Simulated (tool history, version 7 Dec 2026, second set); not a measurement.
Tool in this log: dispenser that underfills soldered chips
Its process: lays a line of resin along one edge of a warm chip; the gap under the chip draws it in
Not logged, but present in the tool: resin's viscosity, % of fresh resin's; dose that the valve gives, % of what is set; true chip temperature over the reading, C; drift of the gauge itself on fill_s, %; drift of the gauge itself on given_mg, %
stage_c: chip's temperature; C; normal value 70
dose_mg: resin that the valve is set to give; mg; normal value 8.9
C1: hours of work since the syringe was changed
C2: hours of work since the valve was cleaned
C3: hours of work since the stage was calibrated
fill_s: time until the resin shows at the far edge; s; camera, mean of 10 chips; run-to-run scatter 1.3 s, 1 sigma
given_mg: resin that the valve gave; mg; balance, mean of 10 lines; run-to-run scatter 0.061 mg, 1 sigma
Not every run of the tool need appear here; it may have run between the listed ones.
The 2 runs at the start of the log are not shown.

run 3 hour=11.8 | stage_c=70 dose_mg=8.9 | C1=7 C2=68 C3=243 | fill_s=226.9 given_mg=8.57
-- hour=12.5 new syringe of resin
run 4 hour=18.4 | stage_c=70 dose_mg=8.9 | C1=5 C2=73 C3=248 | fill_s=189.5 given_mg=8.36
-- hour=22.9 new syringe of resin
run 5 hour=25.3 | stage_c=70 dose_mg=8.9 | C1=2 C2=78 C3=254 | fill_s=158.7 given_mg=8.52
-- hour=33.1 new syringe of resin
run 6 hour=34.2 | stage_c=70 dose_mg=8.9 | C1=1 C2=85 C3=260 | fill_s=142.1 given_mg=8.35
run 7 hour=39.7 | stage_c=70 dose_mg=10.39 | C1=5 C2=89 C3=265 | fill_s=188.8 given_mg=9.76
-- hour=43.6 new syringe of resin
run 8 hour=44 | stage_c=70 dose_mg=10.39 | C1=0 C2=93 C3=268 | fill_s=133.9 given_mg=9.79
run 9 hour=48.8 | stage_c=70 dose_mg=7.7 | C1=4 C2=96 C3=271 | fill_s=189.5 given_mg=7.18
-- hour=54.2 new syringe of resin
run 10 hour=55.6 | stage_c=70 dose_mg=7.7 | C1=1 C2=101 C3=277 | fill_s=151.4 given_mg=7.31
run 11 hour=63.7 | stage_c=70 dose_mg=7.7 | C1=7 C2=108 C3=283 | fill_s=242.6 given_mg=7.03
-- hour=64.5 new syringe of resin
run 12 hour=70.7 | stage_c=62 dose_mg=8.9 | C1=5 C2=113 C3=288 | fill_s=273.3 given_mg=8.19
-- hour=74.6 new syringe of resin
-- hour=79.3 dispensing valve cleaned and set on the balance
run 13 hour=80.1 | stage_c=62 dose_mg=8.9 | C1=4 C2=1 C3=294 | fill_s=232.3 given_mg=8.92
-- hour=86 new syringe of resin
run 14 hour=88.1 | stage_c=62 dose_mg=8.9 | C1=2 C2=7 C3=300 | fill_s=208.9 given_mg=8.91
run 15 hour=95.1 | stage_c=62 dose_mg=8.9 | C1=7 C2=12 C3=306 | fill_s=309.8 given_mg=8.89
-- hour=96.1 new syringe of resin
run 16 hour=100 | stage_c=73 dose_mg=8.9 | C1=3 C2=16 C3=310 | fill_s=149.4 given_mg=8.81
-- hour=106.3 new syringe of resin
run 17 hour=108.4 | stage_c=73 dose_mg=8.9 | C1=2 C2=22 C3=316 | fill_s=136.5 given_mg=8.74
run 18 hour=112.5 | stage_c=70 dose_mg=9.56 | C1=5 C2=25 C3=319 | fill_s=188.5 given_mg=9.43
-- hour=116.5 new syringe of resin
run 19 hour=117.5 | stage_c=65 dose_mg=7.76 | C1=1 C2=29 C3=323 | fill_s=182.7 given_mg=7.56
run 20 hour=122.7 | stage_c=60 dose_mg=7.76 | C1=5 C2=33 C3=327 | fill_s=303.6 given_mg=7.56
-- hour=126.9 new syringe of resin
run 21 hour=129.9 | stage_c=68 dose_mg=8.72 | C1=2 C2=38 C3=332 | fill_s=179.3 given_mg=8.56

Estimate the outcome of run 22 from the log above:
run 22 hour=133.9 | stage_c=68 dose_mg=8.72 | C1=5 C2=42 C3=335 | fill_s=? given_mg=?

fill_s: 221.4 s
given_mg: 8.5 mg
On a tool with no hidden condition, and with the same random variation, this run would have come out at fill_s 132.5 s, given_mg 8.7 mg.
